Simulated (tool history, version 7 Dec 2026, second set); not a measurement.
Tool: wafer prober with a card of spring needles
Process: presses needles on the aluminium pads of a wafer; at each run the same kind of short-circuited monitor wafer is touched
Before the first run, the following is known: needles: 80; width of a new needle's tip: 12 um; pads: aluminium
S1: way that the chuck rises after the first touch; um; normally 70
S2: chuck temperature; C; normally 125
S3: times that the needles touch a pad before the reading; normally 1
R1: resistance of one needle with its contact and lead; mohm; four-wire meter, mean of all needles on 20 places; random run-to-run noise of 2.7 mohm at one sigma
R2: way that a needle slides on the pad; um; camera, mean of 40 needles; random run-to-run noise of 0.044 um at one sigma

run,hour,S1,S2,S3,R1,R2
1,0,70,125,1,310,18.48
# hour 7.7: tips cleaned on abrasive film
# hour 26.6: tips cleaned on abrasive film
2,31.5,77,125,1,308,20.31
# hour 44.4: tips cleaned on abrasive film
# hour 63.7: tips cleaned on abrasive film
3,65.4,77,125,1,307,20.29
# hour 82.4: tips cleaned on abrasive film
# hour 101.7: tips cleaned on abrasive film
# hour 120.3: tips cleaned on abrasive film
4,120.7,77,125,1,305,20.37
# hour 138.7: tips cleaned on abrasive film
# hour 156.3: tips cleaned on abrasive film
# hour 173.6: tips cleaned on abrasive film
5,180.4,70,125,1,303,18.51
# hour 191: tips cleaned on abrasive film
# hour 208.8: tips cleaned on abrasive film
6,214.3,70,125,1,311,18.53
# hour 227.1: tips cleaned on abrasive film
# hour 245.2: tips cleaned on abrasive film
# hour 264.5: tips cleaned on abrasive film
7,271,70,125,1,306,18.52
# hour 285.5: tips cleaned on abrasive film
# hour 306.6: tips cleaned on abrasive film
8,314.4,70,125,1,305,18.58
# hour 324.4: tips cleaned on abrasive film
# hour 344: tips cleaned on abrasive film
9,345.4,70,125,1,306,18.58
# hour 363.8: tips cleaned on abrasive film
10,375.2,70,125,1,309,18.49
# hour 383.4: tips cleaned on abrasive film
# hour 402.3: tips cleaned on abrasive film
11,410.6,70,125,1,304,18.55
# hour 422.2: tips cleaned on abrasive film
# hour 439.3: tips cleaned on abrasive film
# hour 458.2: tips cleaned on abrasive film
# hour 461.7: height of the first contact set anew
12,462.8,70,28,1,279,18.66
# hour 479: tips cleaned on abrasive film
# hour 497.6: tips cleaned on abrasive film
# hour 514.8: tips cleaned on abrasive film
13,514.8,70,28,1,282,18.66
# hour 533.8: tips cleaned on abrasive film
# hour 553.3: tips cleaned on abrasive film
14,556.9,70,28,1,278,18.67
# hour 572.3: tips cleaned on abrasive film
# hour 592.8: tips cleaned on abrasive film
15,609.3,70,28,1,275,18.71
# hour 612.8: tips cleaned on abrasive film
# hour 630.7: tips cleaned on abrasive film
# hour 648: tips cleaned on abrasive film
16,648,52,125,2,311,13.88
# hour 668.3: tips cleaned on abrasive film
# hour 685.6: tips cleaned on abrasive film
# hour 704.3: tips cleaned on abrasive film
17,707.4,52,35,2,284,13.9
# hour 723.3: tips cleaned on abrasive film
# hour 741.2: tips cleaned on abrasive film
# hour 759.4: tips cleaned on abrasive film
18,763.5,52,35,2,284,13.94
# hour 778.9: tips cleaned on abrasive film
# hour 798.1: tips cleaned on abrasive film
19,802.7,83,71,2,292,22.19
# hour 815.4: tips cleaned on abrasive film
20,831,56,125,2,307,15
# hour 835.1: tips cleaned on abrasive film
# hour 853.3: tips cleaned on abrasive film
21,865.9,56,125,2,311,14.95
# hour 874.5: tips cleaned on abrasive film
# hour 891.7: tips cleaned on abrasive film
22,900.4,80,46,3,280,21.36
# hour 909: tips cleaned on abrasive film
# hour 926.1: tips cleaned on abrasive film
23,933,80,46,3,276,21.39
# hour 945.3: tips cleaned on abrasive film
# hour 963.2: tips cleaned on abrasive film
# hour 980.9: tips cleaned on abrasive film
24,986.5,80,46,3,282,21.47
# hour 1002.1: tips cleaned on abrasive film
# hour 1019.5: tips cleaned on abrasive film
25,1020.1,80,46,3,280,21.4
# hour 1039.1: tips cleaned on abrasive film
26,1048.3,90,125,1,304,24.17
# hour 1056.9: tips cleaned on abrasive film
# hour 1074.3: tips cleaned on abrasive film
27,1084.2,57,48,1,290,15.32
# hour 1092.8: tips cleaned on abrasive film
# hour 1112.3: tips cleaned on abrasive film
# hour 1120.5: height of the first contact set anew
# hour 1132.7: tips cleaned on abrasive film
28,1142.3,57,48,1,285,15.32
# hour 1152.9: tips cleaned on abrasive film
# hour 1171: tips cleaned on abrasive film
# hour 1190.2: tips cleaned on abrasive film
29,1196.3,69,26,1,280,18.54

Each run again, without the hidden state but with its own random variation kept:
What the log doesn't record here: debris on the tips, nm; way that the needles fall short of the set height, um; tips' diameter, um; drift of the gauge itself on contact_mohm, %; drift of the gauge itself on scrub_um, %.
run,R2
1,18.48
2,20.3
3,20.27
4,20.34
5,18.46
6,18.47
7,18.45
8,18.49
9,18.49
10,18.39
11,18.44
12,18.53
13,18.51
14,18.51
15,18.54
16,13.75
17,13.75
18,13.78
19,21.92
20,14.81
21,14.76
22,21.08
23,21.1
24,21.16
25,21.08
26,23.79
27,15.08
28,15.06
29,18.21
R1 without the hidden state stays within 2 mohm of what was measured, in all runs.
